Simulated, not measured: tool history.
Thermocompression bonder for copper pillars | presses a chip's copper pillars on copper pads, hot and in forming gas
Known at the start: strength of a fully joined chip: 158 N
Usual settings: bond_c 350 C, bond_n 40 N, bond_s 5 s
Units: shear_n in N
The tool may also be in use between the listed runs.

Run 1, hour 0.0: usual settings. Result: shear_n 54.8 N.
Run 2, hour 11.1: usual settings. Result: shear_n 54.3 N.
Run 3, hour 16.6: usual settings but bond_s 13 s. Result: shear_n 79.2 N.
Run 4, hour 25.5: usual settings but bond_s 13 s. Result: shear_n 79.0 N.
Run 5, hour 37.0: usual settings. Result: shear_n 55.3 N.
Run 6, hour 44.9: usual settings. Result: shear_n 54.9 N.
Run 7, hour 52.7: usual settings. Result: shear_n 56.0 N.
Run 8, hour 64.7: usual settings but bond_n 47 N. Result: shear_n 61.9 N.
Run 9, hour 72.3: usual settings but bond_n 47 N. Result: shear_n 61.0 N.
Run 10, hour 80.7: usual settings but bond_n 47 N. Result: shear_n 62.2 N.
Run 11, hour 92.1: usual settings but bond_n 50 N, bond_s 7 s. Result: shear_n 71.5 N.
At hour 95.2: heater calibrated with a thermocouple chip.
Run 12, hour 106.3: usual settings but bond_n 50 N, bond_s 7 s. Result: shear_n 70.5 N.
At hour 118.1: heater calibrated with a thermocouple chip, once more.
Run 13, hour 120.0: usual settings but bond_c 372 C, bond_n 26 N, bond_s 15 s. Result: shear_n 84.5 N.
Run 14, hour 129.8: usual settings but bond_c 372 C, bond_n 26 N, bond_s 15 s. Result: shear_n 81.4 N.
Run 15, hour 140.6: usual settings but bond_c 322 C, bond_s 9 s. Result: shear_n 50.6 N.
Run 16, hour 150.8: usual settings but bond_c 372 C, bond_n 43 N, bond_s 9 s. Result: shear_n 94.0 N.
Run 17, hour 156.8: usual settings but bond_c 379 C, bond_s 3 s. Result: shear_n 65.8 N.
Run 18, hour 167.2: usual settings but bond_c 368 C, bond_n 52 N, bond_s 7 s. Result: shear_n 92.4 N.

Measured less the same run without the tool's hidden state. The same run-to-run variation is in both; the gauge's scatter may not be:
The hidden state here: true temperature of the bond over the reading, C; force that reaches the chip, % of what is set; oxide that the forming gas leaves, % of the face; drift of the gauge itself on shear_n, %.
run  shear_n
  1     -3.8
  2     -3.9
  3     -5.0
  4     -5.1
  5     -4.2
  6     -4.3
  7     -4.4
  8     -4.8
  9     -4.9
 10     -5.1
 11     -5.7
 12     -8.1
 13     -1.7
 14     -1.8
 15     -1.1
 16     -2.4
 17     -1.7
 18     -2.6
